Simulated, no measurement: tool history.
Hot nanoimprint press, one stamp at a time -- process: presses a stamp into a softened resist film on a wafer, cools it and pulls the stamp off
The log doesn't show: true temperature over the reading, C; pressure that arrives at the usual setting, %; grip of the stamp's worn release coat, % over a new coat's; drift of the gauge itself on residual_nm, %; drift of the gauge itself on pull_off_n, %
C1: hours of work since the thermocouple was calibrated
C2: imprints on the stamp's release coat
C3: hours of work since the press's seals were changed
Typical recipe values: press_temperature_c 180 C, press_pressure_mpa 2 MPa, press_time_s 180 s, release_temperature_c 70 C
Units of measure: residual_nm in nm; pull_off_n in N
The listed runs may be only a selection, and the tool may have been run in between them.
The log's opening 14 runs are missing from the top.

Run 15, day 9.267: usual settings but release_temperature_c 72 C; C1 157; C2 113; C3 98. Result: residual_nm 340.1 nm, pull_off_n 110 N.
Run 16, day 9.854: usual settings but release_temperature_c 72 C; C1 164; C2 144; C3 105. Result: residual_nm 339 nm, pull_off_n 115 N.
Run 17, day 10.575: usual settings but press_temperature_c 175 C; C1 172; C2 183; C3 113. Result: residual_nm 383.7 nm, pull_off_n 125 N.
Run 18, day 11.371: usual settings but press_temperature_c 175 C; C1 180; C2 225; C3 121. Result: residual_nm 384.7 nm, pull_off_n 122 N.
Run 19, day 11.871: usual settings but press_pressure_mpa 3.01 MPa, release_temperature_c 67 C; C1 186; C2 252; C3 127. Result: residual_nm 276.2 nm, pull_off_n 126 N.
Run 20, day 12.442: usual settings but press_pressure_mpa 1.54 MPa, press_time_s 121 s, release_temperature_c 72 C; C1 192; C2 282; C3 133. Result: residual_nm 433.2 nm, pull_off_n 121 N.
Run 21, day 13.188: usual settings but press_temperature_c 178 C, press_pressure_mpa 1.54 MPa, press_time_s 121 s, release_temperature_c 59 C; C1 200; C2 322; C3 141. Result: residual_nm 450.3 nm, pull_off_n 156 N.
Run 22, day 13.808: usual settings but press_temperature_c 178 C, press_pressure_mpa 1.54 MPa, press_time_s 121 s, release_temperature_c 73 C; C1 207; C2 356; C3 148. Result: residual_nm 451.6 nm, pull_off_n 116 N.

Run 23 comes next. What will it give?
Run 23, day 14.296: usual settings but press_temperature_c 178 C, press_pressure_mpa 1.54 MPa, press_time_s 121 s, release_temperature_c 73 C; C1 212; C2 382; C3 153. Result: residual_nm ?, pull_off_n ?.

residual_nm: 449.2 nm
pull_off_n: 120 N
With no hidden state in the tool, this same run would have given residual_nm 441.2 nm, pull_off_n 109 N.
